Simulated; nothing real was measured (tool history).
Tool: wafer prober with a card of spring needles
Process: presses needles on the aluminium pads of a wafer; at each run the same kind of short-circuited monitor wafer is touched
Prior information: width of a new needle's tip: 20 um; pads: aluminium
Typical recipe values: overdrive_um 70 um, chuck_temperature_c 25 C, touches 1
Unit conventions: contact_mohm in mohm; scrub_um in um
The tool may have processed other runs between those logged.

run,day,overdrive_um,chuck_temperature_c,touches,contact_mohm,scrub_um
1,0,70,25,1,294,10.92
# day 0.1: tips cleaned on abrasive film
# day 0.238: tips cleaned on abrasive film
# day 0.371: tips cleaned on abrasive film
# day 0.538: tips cleaned on abrasive film
# day 0.675: tips cleaned on abrasive film
# day 0.842: tips cleaned on abrasive film
# day 0.975: tips cleaned on abrasive film
# day 1.108: tips cleaned on abrasive film
2,1.125,70,25,1,301,10.53
# day 1.258: tips cleaned on abrasive film
# day 1.425: tips cleaned on abrasive film
# day 1.562: tips cleaned on abrasive film
# day 1.696: tips cleaned on abrasive film
# day 1.829: tips cleaned on abrasive film
# day 1.967: tips cleaned on abrasive film
# day 2.1: tips cleaned on abrasive film
# day 2.233: tips cleaned on abrasive film
# day 2.371: tips cleaned on abrasive film
# day 2.504: tips cleaned on abrasive film
# day 2.638: tips cleaned on abrasive film
# day 2.775: tips cleaned on abrasive film
3,2.888,70,25,1,297,10.87
# day 2.925: tips cleaned on abrasive film
# day 3.058: tips cleaned on abrasive film
# day 3.225: tips cleaned on abrasive film
# day 3.362: tips cleaned on abrasive film
# day 3.496: tips cleaned on abrasive film
# day 3.629: tips cleaned on abrasive film
# day 3.767: tips cleaned on abrasive film
4,3.846,70,25,1,296,10.62
# day 3.917: tips cleaned on abrasive film
# day 4.05: tips cleaned on abrasive film
# day 4.183: tips cleaned on abrasive film
# day 4.35: tips cleaned on abrasive film
# day 4.488: tips cleaned on abrasive film
# day 4.621: tips cleaned on abrasive film
# day 4.788: tips cleaned on abrasive film
# day 4.925: tips cleaned on abrasive film
# day 5.092: tips cleaned on abrasive film
# day 5.225: tips cleaned on abrasive film
# day 5.358: tips cleaned on abrasive film
# day 5.496: tips cleaned on abrasive film
# day 5.629: tips cleaned on abrasive film
# day 5.762: tips cleaned on abrasive film
5,5.892,70,25,1,295,10.77
# day 5.929: tips cleaned on abrasive film
# day 6.067: tips cleaned on abrasive film
# day 6.2: tips cleaned on abrasive film
# day 6.333: tips cleaned on abrasive film
# day 6.471: tips cleaned on abrasive film
# day 6.604: tips cleaned on abrasive film
# day 6.738: tips cleaned on abrasive film
# day 6.875: tips cleaned on abrasive film
# day 7.008: tips cleaned on abrasive film
6,7.008,82,25,1,288,12.76
# day 7.175: tips cleaned on abrasive film
# day 7.308: tips cleaned on abrasive film
# day 7.442: tips cleaned on abrasive film
# day 7.579: tips cleaned on abrasive film
# day 7.712: tips cleaned on abrasive film
# day 7.846: tips cleaned on abrasive film
# day 7.983: tips cleaned on abrasive film
7,8.079,82,76,1,307,12.66
# day 8.146: tips cleaned on abrasive film
# day 8.283: tips cleaned on abrasive film
# day 8.45: tips cleaned on abrasive film
# day 8.583: tips cleaned on abrasive film
# day 8.721: tips cleaned on abrasive film
# day 8.854: tips cleaned on abrasive film
# day 8.988: tips cleaned on abrasive film
# day 9.125: tips cleaned on abrasive film
# day 9.292: tips cleaned on abrasive film
8,9.383,76,25,1,291,11.52
# day 9.454: tips cleaned on abrasive film
# day 9.588: tips cleaned on abrasive film
# day 9.6: height of the first contact set anew
# day 9.767: tips cleaned on abrasive film
# day 9.904: tips cleaned on abrasive film
# day 10.038: tips cleaned on abrasive film
# day 10.171: tips cleaned on abrasive film
# day 10.308: tips cleaned on abrasive film
# day 10.442: tips cleaned on abrasive film
# day 10.575: tips cleaned on abrasive film
# day 10.712: tips cleaned on abrasive film
# day 10.846: tips cleaned on abrasive film
# day 10.979: tips cleaned on abrasive film
# day 11.117: tips cleaned on abrasive film
# day 11.25: tips cleaned on abrasive film
9,11.275,52,85,1,333,7.8
# day 11.408: tips cleaned on abrasive film
# day 11.546: tips cleaned on abrasive film
# day 11.679: tips cleaned on abrasive film
# day 11.846: tips cleaned on abrasive film
# day 11.983: tips cleaned on abrasive film
# day 12.15: tips cleaned on abrasive film
# day 12.283: tips cleaned on abrasive film
# day 12.417: tips cleaned on abrasive film
10,12.525,56,37,3,311,8.59
# day 12.558: tips cleaned on abrasive film
# day 12.696: tips cleaned on abrasive film
# day 12.829: tips cleaned on abrasive film
# day 12.962: tips cleaned on abrasive film
# day 13.1: tips cleaned on abrasive film
# day 13.233: tips cleaned on abrasive film
# day 13.367: tips cleaned on abrasive film
# day 13.504: tips cleaned on abrasive film
# day 13.638: tips cleaned on abrasive film
# day 13.771: tips cleaned on abrasive film
11,13.804,84,119,2,324,12.97
# day 13.938: tips cleaned on abrasive film
# day 14.071: tips cleaned on abrasive film
# day 14.208: tips cleaned on abrasive film
# day 14.375: tips cleaned on abrasive film
# day 14.508: tips cleaned on abrasive film
# day 14.642: tips cleaned on abrasive film
# day 14.779: tips cleaned on abrasive film
# day 14.912: tips cleaned on abrasive film
12,14.971,84,119,2,322,12.83
# day 15.071: tips cleaned on abrasive film
# day 15.208: tips cleaned on abrasive film
# day 15.342: tips cleaned on abrasive film
# day 15.475: tips cleaned on abrasive film
# day 15.646: tips cleaned on abrasive film
# day 15.779: tips cleaned on abrasive film
# day 15.912: tips cleaned on abrasive film
# day 16.05: tips cleaned on abrasive film
# day 16.183: tips cleaned on abrasive film
# day 16.35: tips cleaned on abrasive film
# day 16.483: tips cleaned on abrasive film
# day 16.621: tips cleaned on abrasive film
# day 16.754: tips cleaned on abrasive film
# day 16.888: tips cleaned on abrasive film
# day 17.025: tips cleaned on abrasive film
# day 17.158: tips cleaned on abrasive film
13,17.225,60,25,1,301,9.27
# day 17.296: tips cleaned on abrasive film
# day 17.429: tips cleaned on abrasive film
# day 17.567: tips cleaned on abrasive film
# day 17.733: tips cleaned on abrasive film
# day 17.9: tips cleaned on abrasive film
# day 18.033: tips cleaned on abrasive film
# day 18.171: tips cleaned on abrasive film
# day 18.304: tips cleaned on abrasive film
# day 18.471: tips cleaned on abrasive film
# day 18.608: tips cleaned on abrasive film
14,18.721,60,25,1,304,9.18
# day 18.754: tips cleaned on abrasive film
# day 18.925: tips cleaned on abrasive film
# day 19.058: tips cleaned on abrasive film
# day 19.192: tips cleaned on abrasive film
# day 19.329: tips cleaned on abrasive film
# day 19.462: tips cleaned on abrasive film
# day 19.596: tips cleaned on abrasive film
# day 19.733: tips cleaned on abrasive film
# day 19.867: tips cleaned on abrasive film
# day 20: tips cleaned on abrasive film
# day 20.112: height of the first contact set anew
# day 20.15: tips cleaned on abrasive film
# day 20.283: tips cleaned on abrasive film
# day 20.417: tips cleaned on abrasive film
# day 20.554: tips cleaned on abrasive film
# day 20.688: tips cleaned on abrasive film
# day 20.821: tips cleaned on abrasive film
# day 20.958: tips cleaned on abrasive film
15,20.988,60,25,1,305,9.1

Branching from run 15: 5 alternative next runs. What would each branch give?
# day 21.121: tips cleaned on abrasive film
# day 21.258: tips cleaned on abrasive film
# day 21.392: tips cleaned on abrasive film
# day 21.525: tips cleaned on abrasive film
# day 21.662: tips cleaned on abrasive film
# day 21.796: tips cleaned on abrasive film
# day 21.962: tips cleaned on abrasive film
# day 22.1: tips cleaned on abrasive film
# day 22.233: tips cleaned on abrasive film
# day 22.367: tips cleaned on abrasive film
A,22.396,52,114,2,?,?
# day 21.121: tips cleaned on abrasive film
# day 21.258: tips cleaned on abrasive film
# day 21.392: tips cleaned on abrasive film
# day 21.525: tips cleaned on abrasive film
# day 21.662: tips cleaned on abrasive film
# day 21.796: tips cleaned on abrasive film
# day 21.962: tips cleaned on abrasive film
# day 22.1: tips cleaned on abrasive film
# day 22.233: tips cleaned on abrasive film
# day 22.367: tips cleaned on abrasive film
B,22.396,60,47,1,?,?
# day 21.121: tips cleaned on abrasive film
# day 21.258: tips cleaned on abrasive film
# day 21.392: tips cleaned on abrasive film
# day 21.525: tips cleaned on abrasive film
# day 21.662: tips cleaned on abrasive film
# day 21.796: tips cleaned on abrasive film
# day 21.962: tips cleaned on abrasive film
# day 22.1: tips cleaned on abrasive film
# day 22.233: tips cleaned on abrasive film
# day 22.367: tips cleaned on abrasive film
C,22.396,50,25,1,?,?
# day 21.121: tips cleaned on abrasive film
# day 21.258: tips cleaned on abrasive film
# day 21.392: tips cleaned on abrasive film
# day 21.525: tips cleaned on abrasive film
# day 21.662: tips cleaned on abrasive film
# day 21.796: tips cleaned on abrasive film
# day 21.962: tips cleaned on abrasive film
# day 22.1: tips cleaned on abrasive film
# day 22.233: tips cleaned on abrasive film
# day 22.367: tips cleaned on abrasive film
D,22.396,75,29,1,?,?
# day 21.121: tips cleaned on abrasive film
# day 21.258: tips cleaned on abrasive film
# day 21.392: tips cleaned on abrasive film
# day 21.525: tips cleaned on abrasive film
# day 21.662: tips cleaned on abrasive film
# day 21.796: tips cleaned on abrasive film
# day 21.962: tips cleaned on abrasive film
# day 22.1: tips cleaned on abrasive film
# day 22.233: tips cleaned on abrasive film
# day 22.367: tips cleaned on abrasive film
E,22.396,70,97,1,?,?

run,contact_mohm,scrub_um
A,343,7.79
B,313,9.26
C,312,7.89
D,296,11.65
E,322,10.54
Had the tool no hidden state, the same runs would have come out as:
run,contact_mohm,scrub_um
A,343,7.79
B,313,9.26
C,311,7.89
D,295,11.65
E,322,10.54

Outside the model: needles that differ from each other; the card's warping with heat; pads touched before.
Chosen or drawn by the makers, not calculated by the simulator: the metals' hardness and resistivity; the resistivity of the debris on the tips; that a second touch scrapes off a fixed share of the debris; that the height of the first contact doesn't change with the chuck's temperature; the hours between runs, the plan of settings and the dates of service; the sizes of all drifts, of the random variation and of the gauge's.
